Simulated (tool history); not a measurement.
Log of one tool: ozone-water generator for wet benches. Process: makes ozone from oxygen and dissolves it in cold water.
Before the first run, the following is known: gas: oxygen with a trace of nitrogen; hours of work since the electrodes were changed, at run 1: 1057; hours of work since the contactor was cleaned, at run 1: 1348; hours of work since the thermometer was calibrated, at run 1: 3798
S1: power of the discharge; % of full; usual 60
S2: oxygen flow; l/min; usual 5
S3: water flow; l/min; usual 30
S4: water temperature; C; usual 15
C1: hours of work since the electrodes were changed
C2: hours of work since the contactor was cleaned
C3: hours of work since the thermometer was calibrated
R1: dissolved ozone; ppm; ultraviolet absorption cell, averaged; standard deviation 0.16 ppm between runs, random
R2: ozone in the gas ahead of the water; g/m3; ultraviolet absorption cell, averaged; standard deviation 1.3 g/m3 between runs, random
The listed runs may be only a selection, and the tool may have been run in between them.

run,day,S1,S2,S3,S4,C1,C2,C3,R1,R2
1,0,60,5,30,15,1057,1348,3798,21.5,229.5
2,1.042,60,5,23,15,1081,1373,3822,27.3,230.2
3,1.812,60,5,30,15,1099,1390,3840,21.5,231
4,2.908,60,5,30,15,1124,1416,3865,21.4,230.6
5,4.1,60,5,30,15,1152,1444,3893,21.4,228
6,5.942,60,5,30,15,1195,1486,3936,21.5,229.4
7,7.208,60,5,30,15,1224,1516,3965,21.5,230
8,8.096,60,5,30,15,1245,1536,3986,21.5,228.9
9,9.242,60,5,30,15,1271,1563,4012,21.5,229.3
10,10.275,72,5,30,15,1295,1587,4036,25.7,268.2
11,12.029,72,5,30,15,1336,1628,4077,25.5,272.3
12,12.829,72,5,30,15,1355,1646,4096,25.9,271.5
13,14.296,72,2.73,30,20,1389,1680,4130,23.4,406.4
14,16.075,72,2.73,23,11,1430,1722,4171,33.1,408.7
15,17.283,60,6.25,24,15,1458,1750,4199,25.9,196.4
16,18.112,60,5,25,22,1477,1769,4218,23.2,228.9
17,19.288,60,8.9,23,15,1505,1796,4246,25.7,154.5
18,20.625,60,8.9,23,15,1536,1827,4277,25.3,153.8
19,22.033,60,3.97,21,15,1568,1860,4309,29.6,263.2
20,23.45,60,3.97,21,15,1601,1893,4342,29.7,268.9
21,25.138,60,3.97,21,15,1641,1932,4381,29.7,263.5
22,26.342,51,5,32,15,1669,1960,4409,17.5,196.1

Some steps in R2, run to run, broken into two amounts with sign: the step expected even without the hidden condition (settings, incoming material, random variation), and the rest, left for the hidden condition together with whatever gauge scatter is not in both the measured and the hidden-condition-free result:
Hidden state at play: yield of the discharge, % of new electrodes'; contactor's efficiency, % of a clean one's; true water temperature over the reading, C; drift of the gauge itself on ozone_ppm, %; drift of the gauge itself on gas_g_m3, %.
Run 12 -> 13: S2 5 -> 2.73, S4 15 -> 20. R2 +134.9 g/m3: hidden state -1.6, all else +136.5.
Run 14 -> 15: S1 72 -> 60, S2 2.73 -> 6.25, S3 23 -> 24, S4 11 -> 15. R2 -212.3 g/m3: hidden state +2.2, all else -214.5.
Run 18 -> 19: S2 8.9 -> 3.97, S3 23 -> 21. R2 +109.4 g/m3: hidden state -1.8, all else +111.2.
